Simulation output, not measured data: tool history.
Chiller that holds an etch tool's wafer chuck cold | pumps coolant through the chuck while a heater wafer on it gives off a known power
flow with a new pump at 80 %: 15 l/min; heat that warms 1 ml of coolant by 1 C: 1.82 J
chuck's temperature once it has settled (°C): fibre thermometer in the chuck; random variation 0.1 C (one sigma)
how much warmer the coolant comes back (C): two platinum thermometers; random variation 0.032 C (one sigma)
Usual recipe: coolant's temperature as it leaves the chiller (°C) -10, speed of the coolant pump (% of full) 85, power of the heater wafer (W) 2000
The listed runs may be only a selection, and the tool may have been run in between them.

run	hour	coolant's temperature as it leaves the chiller (°C)	speed of the coolant pump (% of full)	power of the heater wafer (W)	chuck's temperature once it has settled (°C)	how much warmer the coolant comes back (C)
1	0.0	-10	85	2000	1.4	4.13
2	28.6	-10	85	2000	1.3	4.16
3	58.3	-10	85	2000	1.4	4.16
4	72.9	-10	88	2000	1.0	4.05
5	104.9	-10	88	2000	1.0	4.08
6	138.6	-10	88	2000	1.0	4.08
7	168.0	-10	88	2000	0.9	4.09
8	202.5	-10	85	1147	-3.6	2.52
9	218.0	-10	85	1147	-3.6	2.49
10	237.4	-10	85	1147	-3.4	2.54
11	268.9	-10	85	1688	-0.2	3.69
12	293.0	-10	85	1039	-4.1	2.36
13	319.5	-10	85	2000	1.5	4.32
14	343.5	-10	85	2000	1.3	4.39
15	374.8	-10	85	1769	0.2	3.95
16	397.9	-10	85	1769	-0.1	3.90
17	430.2	-17	82	1359	-9.0	3.17
18	446.9	-17	82	1359	-8.9	3.26
19	476.0	-2	61	1739	10.9	5.38
20	501.2	-3	85	1222	3.8	2.82
21	529.2	-18	85	2089	-6.2	4.66
22	551.5	-18	85	2089	-6.3	4.71
23	571.4	-9	64	2074	6.0	6.15
24	597.9	-9	64	2074	6.1	6.16
25	614.4	-17	100	2514	-4.6	4.82
26	631.1	-11	85	1547	-2.4	3.60
27	653.8	-10	61	1033	-2.2	3.44
28	677.2	-10	61	1033	-2.4	3.40
# hour 681.4: gauge calibrated
29	700.3	-5	74	2111	8.4	5.01
30	732.4	-13	99	2548	-0.2	4.52
31	756.7	-13	71	1110	-5.5	2.82
32	771.6	-13	71	1110	-5.6	2.83

For some of the steps in how much warmer the coolant comes back (C) from one run to the next: how much would appear even if the tool had no hidden state, given the settings, what came in and random variation, and how much remains for the hidden state plus any gauge scatter that the measured result and the result without hidden state don't share?
Hidden state present: heat passed by the chuck's channels, % of clean ones'; flow at a given pump speed, % of a new pump's; coolant's true temperature over the reading, C; drift of the gauge itself on chuck_c, C; drift of the gauge itself on warmer_back_c, C.
Run 4 -> 5: settings left as they were, no log entry in between. how much warmer the coolant comes back (C) +0.03: hidden state +0.03, all else +0.00.
Run 12 -> 13: power of the heater wafer (W) 1039 -> 2000. how much warmer the coolant comes back (C) +1.96: hidden state +0.02, all else +1.94.
Run 14 -> 15: power of the heater wafer (W) 2000 -> 1769. how much warmer the coolant comes back (C) -0.44: hidden state +0.03, all else -0.47.
Run 18 -> 19: coolant's temperature as it leaves the chiller (°C) -17 -> -2, speed of the coolant pump (% of full) 82 -> 61, power of the heater wafer (W) 1359 -> 1739. how much warmer the coolant comes back (C) +2.12: hidden state +0.01, all else +2.11.
Run 19 -> 20: coolant's temperature as it leaves the chiller (°C) -2 -> -3, speed of the coolant pump (% of full) 61 -> 85, power of the heater wafer (W) 1739 -> 1222. how much warmer the coolant comes back (C) -2.56: hidden state +0.02, all else -2.58.
Run 28 -> 29: coolant's temperature as it leaves the chiller (°C) -10 -> -5, speed of the coolant pump (% of full) 61 -> 74, power of the heater wafer (W) 1033 -> 2111, gauge calibrated. how much warmer the coolant comes back (C) +1.61: hidden state -0.45, all else +2.06.
